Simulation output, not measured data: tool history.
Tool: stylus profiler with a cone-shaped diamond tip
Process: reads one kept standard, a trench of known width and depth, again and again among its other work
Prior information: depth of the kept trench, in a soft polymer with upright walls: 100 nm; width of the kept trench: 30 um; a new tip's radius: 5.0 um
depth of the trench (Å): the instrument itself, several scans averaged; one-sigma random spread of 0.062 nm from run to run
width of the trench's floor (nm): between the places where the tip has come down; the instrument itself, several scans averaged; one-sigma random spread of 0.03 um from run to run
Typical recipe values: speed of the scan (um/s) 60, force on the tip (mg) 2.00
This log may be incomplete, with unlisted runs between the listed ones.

run	hour	speed of the scan (um/s)	force on the tip (mg)	depth of the trench (Å)	width of the trench's floor (nm)
1	0.0	60	2.00	1008.0	27590
2	18.4	60	2.00	1008.0	27640
3	37.6	60	2.00	1008.5	27620
4	58.6	60	2.00	1009.0	27600
5	72.6	60	2.00	1008.5	27650
6	81.1	60	2.00	1009.7	27630
7	98.6	60	2.00	1009.1	27630
8	110.5	60	2.00	1007.4	27650
9	126.0	60	2.00	1008.6	27610
10	147.0	45	2.00	1008.3	27720
11	162.1	45	2.00	1008.3	27750
12	178.9	60	1.54	1007.3	27570
13	189.4	60	2.00	1009.3	27610
14	200.0	60	2.00	1008.7	27580
15	213.2	60	2.00	1008.7	27590
16	230.4	60	2.00	1009.6	27550
17	243.3	60	2.00	1008.9	27590
18	255.6	60	2.00	1009.0	27610
19	275.5	111	2.00	1009.6	27260
20	291.3	60	2.00	1007.8	27560
21	309.8	60	2.00	1008.2	27650
# hour 311.8: height scale calibrated on a step standard
22	330.2	60	2.00	1009.8	27590
23	341.1	116	2.00	1009.1	27230
24	358.4	58	2.95	1012.5	27700
25	366.9	66	0.72	1006.0	27280
26	387.1	70	1.34	1008.3	27480
27	396.8	43	0.94	1005.8	27590
# hour 410.6: height scale calibrated on a step standard, once more
28	417.5	215	0.99	1005.1	25990
29	435.8	215	0.99	1005.8	25990
30	451.9	215	0.99	1005.3	26020
31	470.2	40	4.25	1013.9	27820
32	484.2	40	4.25	1013.0	27770
33	495.0	40	4.25	1013.4	27790
34	514.5	40	4.25	1013.1	27790
35	526.5	19	1.93	1008.3	27900
36	543.3	206	1.48	1006.8	26430
37	563.8	93	4.91	1014.0	27610
38	584.6	93	4.91	1014.6	27620
39	595.4	174	1.29	1006.6	26510
40	605.6	174	1.29	1005.9	26580
41	624.1	15	1.29	1006.1	27860
42	638.2	23	2.36	1009.4	27840
43	655.1	19	4.76	1014.3	27870
44	675.9	19	4.76	1014.3	27920
45	694.7	19	4.76	1015.1	27870
46	711.3	79	2.00	1008.6	27470

Branching from run 46: 4 alternative next runs. What would each branch give?
A	720.4	16	2.00	?	?
B	720.4	62	2.00	?	?
C	720.4	148	1.61	?	?
D	720.4	20	4.44	?	?

run	depth of the trench (Å)	width of the trench's floor (nm)
A	1008.0	27880
B	1008.2	27540
C	1006.9	26850
D	1013.2	27890
Had the tool no hidden state, the same runs would have come out as:
run	depth of the trench (Å)	width of the trench's floor (nm)
A	1007.5	27920
B	1007.7	27580
C	1006.4	26900
D	1012.6	27930
